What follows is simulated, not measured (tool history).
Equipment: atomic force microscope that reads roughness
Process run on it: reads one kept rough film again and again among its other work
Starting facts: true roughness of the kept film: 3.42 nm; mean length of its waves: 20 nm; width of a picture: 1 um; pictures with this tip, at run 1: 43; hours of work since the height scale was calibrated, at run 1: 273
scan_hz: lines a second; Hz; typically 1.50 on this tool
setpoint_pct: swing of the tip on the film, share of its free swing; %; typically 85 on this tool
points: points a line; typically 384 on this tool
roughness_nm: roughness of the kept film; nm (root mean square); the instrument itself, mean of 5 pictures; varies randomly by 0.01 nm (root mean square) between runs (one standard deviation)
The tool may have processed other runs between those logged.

run   hour  scan_hz  setpoint_pct  points  pictures with this tip  hours of work since the height scale was calibrated  roughness_nm
  1    0.0     1.50            85     384                      43                                                  273         2.193
  2   10.7     1.50            85     384                      57                                                  280         2.138
  3   19.0     1.50            85     384                      68                                                  286         2.117
  4   30.3     1.50            85     384                      84                                                  294         2.054
  5   40.1     1.50            85     384                      97                                                  301         2.001
  6   50.6     1.50            85     384                     111                                                  309         1.964
  7   61.8     1.10            85     384                     126                                                  317         1.951
  8   67.3     1.50            59     384                     134                                                  321         2.001
  9   75.0     1.50            59     384                     144                                                  326         1.982
 10   86.5     3.69            85     384                     160                                                  334         1.699
 11   92.6     3.69            85     384                     168                                                  339         1.688
 12  100.2     1.50            85     384                     178                                                  344         1.815
 13  112.8     1.50            56     384                     195                                                  353         1.863
 14  123.0     1.50            56     384                     209                                                  360         1.822
     125.1  -- height scale calibrated on a step standard
 15  133.2     1.50            85     384                     221                                                    6         1.699
 16  143.1     1.50            85     384                     235                                                   13         1.670
 17  148.9     1.50            85     384                     243                                                   17         1.660
 18  158.6     1.50            85     384                     256                                                   24         1.630
 19  170.4     1.50            85     384                     272                                                   32         1.594
 20  177.4     1.50            85     384                     281                                                   37         1.585
 21  189.4     0.75            85     384                     297                                                   46         1.600
     195.4  -- new tip fitted
 22  195.7     0.75            85     523                       0                                                   50         2.395
     198.4  -- height scale calibrated on a step standard, once more
 23  203.2     0.75            85     523                       9                                                    3         2.362
 24  210.4     1.50            85     384                      19                                                    9         2.214
 25  220.7     1.50            79     384                      32                                                   16         2.230
 26  233.7     0.55            71     753                      50                                                   25         2.256
 27  243.8     0.55            71     753                      64                                                   32         2.219
 28  250.3     2.28            85     824                      73                                                   37         2.008
 29  262.6     2.28            85     447                      89                                                   46         1.949
 30  269.8     2.54            74     473                      99                                                   51         1.970
 31  279.5     1.50            85     900                     112                                                   58         1.950
 32  292.1     1.50            85     900                     129                                                   67         1.905
 33  301.3     1.78            85     583                     141                                                   73         1.845
 34  308.9     1.78            85     720                     152                                                   79         1.817
 35  315.9     1.78            85     720                     161                                                   84         1.802
 36  324.2     1.78            85     720                     172                                                   90         1.788
 37  334.2     1.78            85     720                     186                                                   97         1.739
 38  344.8     1.78            85     720                     200                                                  104         1.717
 39  353.7     1.51            84     838                     212                                                  111         1.702
 40  365.5     1.51            84     838                     228                                                  119         1.679
 41  372.7     1.51            84     838                     238                                                  124         1.662
 42  381.3     0.62            75     838                     249                                                  130         1.717
 43  391.1     2.93            63     291                     263                                                  138         1.609
 44  401.7     2.93            63     291                     277                                                  145         1.578
 45  413.2     1.50            82     384                     293                                                  153         1.548
     422.8  -- new tip fitted
 46  426.2     0.95            73     356                       4                                                  162         2.383
 47  435.3     3.41            59     763                      17                                                  169         2.351
 48  444.7     3.41            59     763                      29                                                  175         2.284
 49  453.2     1.36            88     701                      41                                                  181         2.180

Describe how what the log doesn't record of the tool's condition differs between the last listed run preceding each entry between runs and the first listed run following it.
Between runs 14 and 15: height scale calibrated on a step standard (hour 125.1)
  radius of the tip, nm: 24.5 -> 25.3; height scale over the true one, %: 0.27 -> 0.37
  difference, measured minus the result without the unlogged condition, roughness_nm: -0.658 -> -0.649 nm (root mean square)
Between runs 21 and 22: new tip fitted (hour 195.4)
  radius of the tip, nm: 30.7 -> 11
  difference, measured minus the result without the unlogged condition, roughness_nm: -0.827 -> -0.053 nm (root mean square)
Between runs 22 and 23: height scale calibrated on a step standard, once more (hour 198.4)
  radius of the tip, nm: 11 -> 11.7; height scale over the true one, %: 0.41 -> -0.11
  difference, measured minus the result without the unlogged condition, roughness_nm: -0.053 -> -0.104 nm (root mean square)
Between runs 45 and 46: new tip fitted (hour 422.8)
  radius of the tip, nm: 31.5 -> 11.2
  difference, measured minus the result without the unlogged condition, roughness_nm: -0.837 -> -0.072 nm (root mean square)

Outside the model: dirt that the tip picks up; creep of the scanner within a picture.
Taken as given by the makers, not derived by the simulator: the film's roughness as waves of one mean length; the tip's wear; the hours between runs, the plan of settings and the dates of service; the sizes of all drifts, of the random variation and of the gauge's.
